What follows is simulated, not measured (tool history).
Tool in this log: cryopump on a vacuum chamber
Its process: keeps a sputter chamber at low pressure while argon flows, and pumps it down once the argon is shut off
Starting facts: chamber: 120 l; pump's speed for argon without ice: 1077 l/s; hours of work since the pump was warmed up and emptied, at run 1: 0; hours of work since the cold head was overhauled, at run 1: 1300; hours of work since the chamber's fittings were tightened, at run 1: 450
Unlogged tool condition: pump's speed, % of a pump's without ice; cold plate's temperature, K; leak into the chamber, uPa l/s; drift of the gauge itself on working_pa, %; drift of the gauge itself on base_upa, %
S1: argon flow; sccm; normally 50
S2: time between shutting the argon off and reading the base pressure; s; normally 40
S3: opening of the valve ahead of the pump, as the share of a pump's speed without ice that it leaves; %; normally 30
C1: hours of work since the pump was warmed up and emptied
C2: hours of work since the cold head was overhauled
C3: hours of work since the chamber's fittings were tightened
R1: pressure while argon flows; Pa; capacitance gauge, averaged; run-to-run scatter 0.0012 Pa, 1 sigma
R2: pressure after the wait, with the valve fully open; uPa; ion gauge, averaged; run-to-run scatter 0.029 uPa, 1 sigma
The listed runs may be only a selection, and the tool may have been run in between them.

run    hour  S1   S2  S3   C1    C2    C3      R1    R2
  1       0  50   40  30    0  1300   450   0.263  2.21
  2    39.2  50   40  30   25  1325   475   0.263  2.35
  3    67.6  50   40  30   43  1343   493  0.2647  2.35
  4    98.5  50   40  30   63  1363   513  0.2657   2.4
  5   148.9  50   40  30   96  1395   545  0.2689  2.59
  6   212.9  50   40  30  137  1437   587  0.2692  2.66
  7   244.1  39   40  30  157  1457   607  0.2097  2.74
  8   294.5  39   40  30  189  1489   639   0.213  2.82
  9   323.3  50  224  30  208  1507   657  0.2713  1.88
 10     383  50  224  30  246  1546   696  0.2746  2.11
 11   423.4  50  224  30  272  1572   722  0.2762  2.12
 12   482.1  50  224  30  310  1609   759  0.2782  2.36
 13   550.4  50  224  30  354  1653   803  0.2818  2.38
 14   618.4  50  224  30  397  1697   847   0.283  2.65
 15   671.6  50   40  30  431  1731   881  0.2867   3.7
 16   736.3  50   40  30  473  1773   923  0.2902  3.91
 17   802.5  50   40  30  516  1815   965   0.292  3.99
 18   843.6  76   40  30  542  1842   992  0.4469  4.15
 19   884.2  88   50  49  568  1868  1018  0.3428  4.11
 20   941.2  88   50  49  605  1904  1054  0.3496  4.31
      956.8  -- pump warmed up, emptied and cooled again
 21   996.1  88   50  49   25  1936  1086  0.2875  3.35
 22  1032.3  50   38  46   49  1960  1110  0.1744  3.66
 23    1083  50   40  22   81  1992  1142  0.3614  3.77
 24  1132.2  68   36  23  113  2024  1174   0.474  3.99
 25  1197.3  50   40  27  155  2066  1216     0.3  3.99
 26  1243.9  50   40  27  184  2096  1246  0.3023  4.12
 27  1305.9  68  199  30  224  2135  1285  0.3726  3.36
 28  1348.9  75   40  50  252  2163  1313  0.2562  4.24
 29  1385.6  75   40  50  275  2187  1337  0.2586  4.55
 30  1415.8  29  293  30  295  2206  1356  0.1615  3.48
 31  1481.3  29  123  57  337  2248  1398  0.0912  3.95
 32  1516.9  62  200  25  360  2271  1421  0.4136  4.12
 33  1554.1  55   40  38  384  2295  1445  0.2523  4.89

Consider 3 possible next runs. They are alternatives, not a sequence: every one starts from the tool as it was left by run 33. What does each give?
  A  1601.7  38  40  38  414  2325  1475   ?   ?
  B  1601.7  83  40  30  414  2325  1475   ?   ?
  C  1601.7  26  51  38  414  2325  1475   ?   ?

run      R1    R2
  A  0.1754  5.08
  B  0.4736  5.09
  C  0.1207  4.88
Without the tool's hidden state the same runs would have given:
run      R1    R2
  A  0.1566  1.36
  B  0.4326  1.36
  C  0.1078  1.12
